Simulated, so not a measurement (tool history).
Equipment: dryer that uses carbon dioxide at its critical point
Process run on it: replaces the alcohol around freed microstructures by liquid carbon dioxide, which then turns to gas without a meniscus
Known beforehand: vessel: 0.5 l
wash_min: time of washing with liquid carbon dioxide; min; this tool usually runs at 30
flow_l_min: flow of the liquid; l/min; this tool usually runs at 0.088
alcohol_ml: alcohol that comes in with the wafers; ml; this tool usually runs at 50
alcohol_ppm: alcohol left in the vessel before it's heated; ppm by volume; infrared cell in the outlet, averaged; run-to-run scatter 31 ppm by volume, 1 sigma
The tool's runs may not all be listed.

run	day	wash_min	flow_l_min	alcohol_ml	alcohol_ppm
1	0	30	0.088	50	2214
2	1.508	30	0.088	50	2465
3	3.154	30	0.088	50	2530
4	5.192	30	0.088	83	4425
5	6.775	30	0.088	50	2904
6	7.846	30	0.088	50	3110
7	9.617	30	0.088	76	4919
8	11.025	25	0.088	111	12678
9	12.196	27	0.1025	50	3039
10	14.133	23	0.088	50	8050
11	15.196	23	0.088	50	8055
12	16.404	20	0.086	32	7910
# day 17.362: inlet filter changed
13	18.171	20	0.086	32	5588

Alternative continuations, all from the tool just after run 13; predict every row:
# day 18.754: purifier's bed changed
A	20.096	44	0.088	50	?
# day 18.754: purifier's bed changed
B	20.096	30	0.0539	50	?
# day 18.754: purifier's bed changed
C	20.096	46	0.0969	58	?
# day 18.754: purifier's bed changed
D	20.096	30	0.1093	50	?

run	alcohol_ppm
A	413
B	10058
C	207
D	929
With the hidden condition removed and each run's random variation left untouched, the same runs would have given:
run	alcohol_ppm
A	338
B	9277
C	165
D	785
